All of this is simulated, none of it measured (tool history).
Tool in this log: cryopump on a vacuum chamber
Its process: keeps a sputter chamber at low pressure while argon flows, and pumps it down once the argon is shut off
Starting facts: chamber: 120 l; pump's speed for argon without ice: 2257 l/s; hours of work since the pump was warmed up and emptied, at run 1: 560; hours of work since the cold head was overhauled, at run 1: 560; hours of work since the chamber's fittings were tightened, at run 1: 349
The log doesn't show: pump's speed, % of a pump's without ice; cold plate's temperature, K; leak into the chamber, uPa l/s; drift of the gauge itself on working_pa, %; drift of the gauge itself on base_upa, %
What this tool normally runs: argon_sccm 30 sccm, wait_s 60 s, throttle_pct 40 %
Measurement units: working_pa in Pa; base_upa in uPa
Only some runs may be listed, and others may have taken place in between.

run    hour  argon_sccm  wait_s  throttle_pct  hours of work since the pump was warmed up and emptied  hours of work since the cold head was overhauled  hours of work since the chamber's fittings were tightened  working_pa  base_upa
  1       0          30      60            40                                                     560                                               560                                                        349      0.0578      1.21
  2      31          30      58            40                                                     581                                               581                                                        370      0.0583      1.25
  3    57.5          30      58            40                                                     600                                               600                                                        389      0.0587      1.28
  4    81.4          30      58            40                                                     617                                               617                                                        406      0.0594      1.29
  5   125.4          30      58            40                                                     648                                               648                                                        437      0.0588      1.31
  6   157.3          15      60            40                                                     670                                               670                                                        459      0.0302      1.29
  7   198.1          15      60            40                                                     699                                               699                                                        488      0.0298      1.34
  8   238.5          30      60            40                                                     727                                               727                                                        516      0.0586      1.35
  9   273.7          30      60            40                                                     752                                               752                                                        541      0.0589      1.36
 10   305.6          30      60            40                                                     774                                               774                                                        563      0.0594      1.42
 11   330.7          30      60            40                                                     792                                               792                                                        581       0.059      1.41
 12   373.8          30      60            40                                                     822                                               822                                                        611      0.0594      1.44
 13   406.2          30      60            40                                                     845                                               845                                                        634      0.0599      1.47
 14     432          30      60            40                                                     863                                               863                                                        652      0.0603      1.42
 15   456.2          30      60            40                                                     880                                               880                                                        669      0.0601      1.44
 16   490.6          30      60            40                                                     904                                               904                                                        693      0.0608      1.43
 17   524.3          30      60            40                                                     928                                               928                                                        716      0.0598      1.46
 18   564.9          28      28            45                                                     956                                               956                                                        745      0.0506       2.5
 19   602.6          30      76            24                                                     983                                               983                                                        771      0.0981      1.33
 20   640.2          30      60            57                                                    1009                                              1009                                                        798      0.0434      1.61
 21     673          20     169            29                                                    1032                                              1032                                                        821      0.0554      1.03
      686.8  -- pump warmed up, emptied and cooled again
 22   701.8          12     165            40                                                      10                                              1049                                                        837      0.0228      0.95
 23   723.7          12      34            16                                                      26                                              1064                                                        853      0.0553      2.23
 24   744.6          21      34            44                                                      41                                              1079                                                        868      0.0366      2.17
 25   774.8          21      34            44                                                      62                                              1100                                                        889      0.0353      2.17
 26   819.2          24     189            40                                                      93                                              1131                                                        920      0.0451      0.94
 27   847.8          22     189            40                                                     113                                              1151                                                        940      0.0422       0.9
 28   878.2          22     189            40                                                     134                                              1172                                                        961      0.0431      0.94
 29   911.7          22     189            40                                                     158                                              1196                                                        985      0.0423         1
 30   938.1          15      84            40                                                     176                                              1214                                                       1003      0.0279      1.37
 31   966.9          15      84            40                                                     197                                              1235                                                       1024      0.0291      1.37
 32   989.9          17      60            31                                                     213                                              1251                                                       1040      0.0412      1.56
 33  1021.6          15      60            50                                                     235                                              1273                                                       1062      0.0226      1.62
 34  1050.7          35      60            59                                                     255                                              1293                                                       1082      0.0456      1.57

What if the next run were any one of these 4? Each begins from the tool's condition after run 34:
  A  1078          24     233            42                                                     274                                              1313                                                       1101           ?         ?
  B  1078          56      21            23                                                     274                                              1313                                                       1101           ?         ?
  C  1078          50      33            40                                                     274                                              1313                                                       1101           ?         ?
  D  1078          35     226            59                                                     274                                              1313                                                       1101           ?         ?

run  working_pa  base_upa
  A      0.0438      1.02
  B      0.1845       3.3
  C      0.0961      2.33
  D      0.0456         1
Had the tool no hidden state, the same runs would have come out as:
run  working_pa  base_upa
  A      0.0427      0.36
  B       0.182      2.68
  C      0.0939      1.71
  D       0.044      0.37
